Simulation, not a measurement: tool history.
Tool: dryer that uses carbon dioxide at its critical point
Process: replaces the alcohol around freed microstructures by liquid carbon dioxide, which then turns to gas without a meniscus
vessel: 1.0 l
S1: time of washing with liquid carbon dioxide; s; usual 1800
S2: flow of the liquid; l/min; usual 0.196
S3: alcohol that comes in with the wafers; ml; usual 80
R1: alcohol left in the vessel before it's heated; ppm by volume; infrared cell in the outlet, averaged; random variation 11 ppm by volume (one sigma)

run   hour    S1     S2   S3     R1
  1    0.0  1800  0.196   80   1544
  2   17.0  1800  0.196   80   1541
  3   34.7  1800  0.196   80   1545
  4   50.7  1800  0.196   80   1596
  5   59.6  1800  0.196   80   1653
      75.1  -- inlet filter changed
  6   81.0  1800  0.196   39    421
  7  100.8  1800  0.196   80    755
  8  113.8  1800  0.196   80    802
  9  132.6  1800  0.196   80    789
 10  151.6  1800  0.196   80    823
 11  166.6  1800  0.196   80    788
 12  187.1  1800  0.196   80    834
 13  206.1  1800  0.271   80    265
 14  217.0  1620  0.196   80   1317
 15  230.1  1620  0.205   80   1119
 16  248.4  1800  0.146   80   2671
 17  265.0  2760  0.196   80    220
 18  275.8  1800  0.196   80    939
 19  294.9  1800  0.196   26    412
 20  315.3  1800  0.196   26    433
 21  331.0  1320  0.136   80   7859
 22  351.3  1320  0.136   80   8163
 23  362.7  1320  0.136   80   8252
 24  378.7  1620  0.196   34    754
 25  393.6  1320  0.196   80   2995
 26  404.4  1140  0.129   80  12443
 27  416.9  1140  0.129   80  12474
 28  430.8  1200  0.196   80   4039
 29  443.3  1800  0.224   73    614
 30  463.2  2040  0.193   73    676
 31  475.2  2040  0.273   20    230
 32  495.5  2220  0.322   80    224
 33  514.0  1200  0.128  110  16621
 34  528.3  1200  0.128  110  16600
 35  539.7  1200  0.128  110  16536
 36  550.4  1200  0.128  110  16885
 37  570.2  1260  0.196  111   5304
 38  582.2  2160  0.196   32    402
 39  590.9  1140  0.196   40   2687
 40  604.2  2400  0.196   56    402

5 ways to go on from here, each from the tool as it stands after run 40. What would each give?
  A  620.2  2400  0.220  37   ?
  B  620.2  2400  0.196  43   ?
  C  620.2  2220  0.196  44   ?
  D  620.2  1080  0.196  80   ?
  E  620.2  1620  0.196  80   ?

run    R1
  A   301
  B   368
  C   434
  D  6126
  E  1826
Without the tool's hidden state the same runs would have given:
run    R1
  A    37
  B    72
  C   119
  D  4385
  E  1029
